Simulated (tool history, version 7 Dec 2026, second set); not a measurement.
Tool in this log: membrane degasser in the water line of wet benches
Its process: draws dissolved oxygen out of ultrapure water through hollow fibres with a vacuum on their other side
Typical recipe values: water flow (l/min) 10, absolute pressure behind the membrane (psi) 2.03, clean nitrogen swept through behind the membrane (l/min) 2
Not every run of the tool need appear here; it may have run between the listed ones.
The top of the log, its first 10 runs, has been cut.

| run | hour | water flow (l/min) | absolute pressure behind the membrane (psi) | clean nitrogen swept through behind the membrane (l/min) | hours since the membrane was changed | hours since the vacuum gauge was calibrated | hours since the vacuum lines were made tight | dissolved oxygen in the water behind the degasser (ppb) | pressure that the water loses in the fibres (psi) |
|---|---|---|---|---|---|---|---|---|---|
| 11 | 2711 | 10 | 2.03 | 1 | 10696 | 3171 | 2775 | 514.1 | 4.373 |
|  | 2851.9 | vacuum gauge calibrated |
| 12 | 3041.8 | 10 | 2.03 | 3.36 | 11027 | 190 | 3105 | 349.7 | 4.383 |
| 13 | 3255.7 | 10 | 2.07 | 2 | 11240 | 404 | 3319 | 401.6 | 4.38 |
| 14 | 3445.2 | 10 | 2.07 | 2 | 11430 | 593 | 3508 | 403.4 | 4.398 |
|  | 3529.2 | vacuum gauge calibrated, once more |
| 15 | 3687 | 10 | 2.03 | 2 | 11671 | 158 | 3750 | 396 | 4.416 |
| 16 | 3985.2 | 10 | 2.03 | 2 | 11969 | 456 | 4048 | 396.3 | 4.421 |
| 17 | 4299.6 | 12 | 2.61 | 2 | 12284 | 770 | 4362 | 561.2 | 5.295 |
| 18 | 4481.6 | 9 | 2.03 | 2 | 12466 | 952 | 4544 | 346 | 3.948 |
| 19 | 4776.5 | 8 | 1.83 | 3.41 | 12761 | 1247 | 4839 | 239.8 | 3.539 |
| 20 | 5104.7 | 14 | 3.83 | 2.79 | 13089 | 1576 | 5167 | 713.9 | 6.187 |
|  | 5152.5 | seals of the vacuum lines changed |
| 21 | 5368.3 | 14 | 3.83 | 2.79 | 13351 | 1837 | 216 | 712.9 | 6.189 |
| 22 | 5688.1 | 10 | 4.58 | 5.63 | 13670 | 2157 | 536 | 397 | 4.458 |
| 23 | 5885.1 | 14 | 1.46 | 0.88 | 13867 | 2354 | 733 | 699.6 | 6.202 |
|  | 6112.8 | membrane cartridge changed |
| 24 | 6112.8 | 15 | 4.53 | 1.37 | 0 | 2578 | 956 | 1057.1 | 6.303 |
| 25 | 6447.3 | 16 | 2.03 | 0.83 | 335 | 2912 | 1291 | 895.3 | 6.756 |
| 26 | 6664.8 | 9 | 3.92 | 0.83 | 552 | 3130 | 1508 | 752.2 | 3.791 |
|  | 6854.4 | vacuum gauge calibrated |
| 27 | 6945.8 | 10 | 1.83 | 2 | 832 | 91 | 1789 | 345.2 | 4.238 |
| 28 | 7155.4 | 9 | 1.83 | 2 | 1042 | 301 | 1998 | 294.1 | 3.803 |

Expected results for the next run?
| 29 | 7361.4 | 9 | 1.83 | 2 | 1248 | 507 | 2204 | ? | ? |

{"run 29": {"dissolved oxygen in the water behind the degasser (ppb)": 300, "pressure that the water loses in the fibres (psi)": 3.8}}
With no hidden state in the tool, this same run would have given dissolved oxygen in the water behind the degasser (ppb) 293.8, pressure that the water loses in the fibres (psi) 3.781.
